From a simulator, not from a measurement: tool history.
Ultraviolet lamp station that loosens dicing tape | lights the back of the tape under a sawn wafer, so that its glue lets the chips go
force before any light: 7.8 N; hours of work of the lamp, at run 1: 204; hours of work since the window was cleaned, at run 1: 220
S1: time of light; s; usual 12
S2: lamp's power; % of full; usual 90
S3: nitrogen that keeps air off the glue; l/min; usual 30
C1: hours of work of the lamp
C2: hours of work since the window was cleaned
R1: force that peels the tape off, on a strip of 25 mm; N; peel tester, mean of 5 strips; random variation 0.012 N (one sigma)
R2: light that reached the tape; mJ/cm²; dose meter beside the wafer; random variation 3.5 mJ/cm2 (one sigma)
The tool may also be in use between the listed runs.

run 1 day=0 | S1=12 S2=90 S3=30 | C1=204 C2=220 | R1=0.677 R2=523
run 2 day=0.288 | S1=12 S2=90 S3=30 | C1=208 C2=224 | R1=0.689 R2=514
run 3 day=0.542 | S1=20 S2=90 S3=30 | C1=212 C2=228 | R1=0.276 R2=863
run 4 day=0.854 | S1=20 S2=90 S3=30 | C1=216 C2=232 | R1=0.273 R2=858
run 5 day=1.025 | S1=20 S2=90 S3=30 | C1=219 C2=234 | R1=0.282 R2=857
run 6 day=1.262 | S1=20 S2=90 S3=30 | C1=222 C2=238 | R1=0.267 R2=859
-- day=1.308 window cleaned of glue's vapour
run 7 day=1.467 | S1=12 S2=90 S3=30 | C1=225 C2=2 | R1=0.777 R2=501
run 8 day=1.65 | S1=12 S2=90 S3=30 | C1=227 C2=5 | R1=0.73 R2=499
run 9 day=1.925 | S1=12 S2=90 S3=30 | C1=231 C2=9 | R1=0.752 R2=499
run 10 day=2.262 | S1=12 S2=90 S3=30 | C1=236 C2=14 | R1=0.739 R2=495
run 11 day=2.458 | S1=12 S2=70 S3=13 | C1=239 C2=17 | R1=1.887 R2=385
-- day=2.571 window cleaned of glue's vapour, once more
run 12 day=2.825 | S1=12 S2=89 S3=12 | C1=244 C2=4 | R1=1.266 R2=527
run 13 day=3.054 | S1=12 S2=96 S3=37 | C1=247 C2=7 | R1=0.517 R2=567
run 14 day=3.283 | S1=6 S2=96 S3=37 | C1=250 C2=10 | R1=1.782 R2=284
run 15 day=3.55 | S1=20 S2=96 S3=28 | C1=254 C2=14 | R1=0.257 R2=938
run 16 day=3.825 | S1=9 S2=65 S3=56 | C1=258 C2=18 | R1=1.466 R2=291
run 17 day=4.208 | S1=17 S2=87 S3=12 | C1=264 C2=24 | R1=0.684 R2=725
run 18 day=4.421 | S1=7 S2=89 S3=35 | C1=267 C2=27 | R1=1.561 R2=300
run 19 day=4.792 | S1=7 S2=89 S3=35 | C1=272 C2=32 | R1=1.563 R2=299
run 20 day=5.05 | S1=13 S2=98 S3=30 | C1=276 C2=36 | R1=0.508 R2=613

How the hidden state differs across the entries between the runs, from the last listed run before each to the first after it:
Between runs 6 and 7: window cleaned of glue's vapour (day 1.308)
  lamp's light, % of a new lamp's: 93.4 -> 93.3; light that the window lets through, % of a clean one's: 95.4 -> 92.4
  measured less the result without the state, R1: +0.036 -> +0.197 N; R2: -105 -> -79 mJ/cm²
Between runs 11 and 12: window cleaned of glue's vapour, once more (day 2.571)
  lamp's light, % of a new lamp's: 93 -> 92.8; light that the window lets through, % of a clean one's: 92.1 -> 99.2
  measured less the result without the state, R1: +0.374 -> +0.167 N; R2: -65 -> -45 mJ/cm²
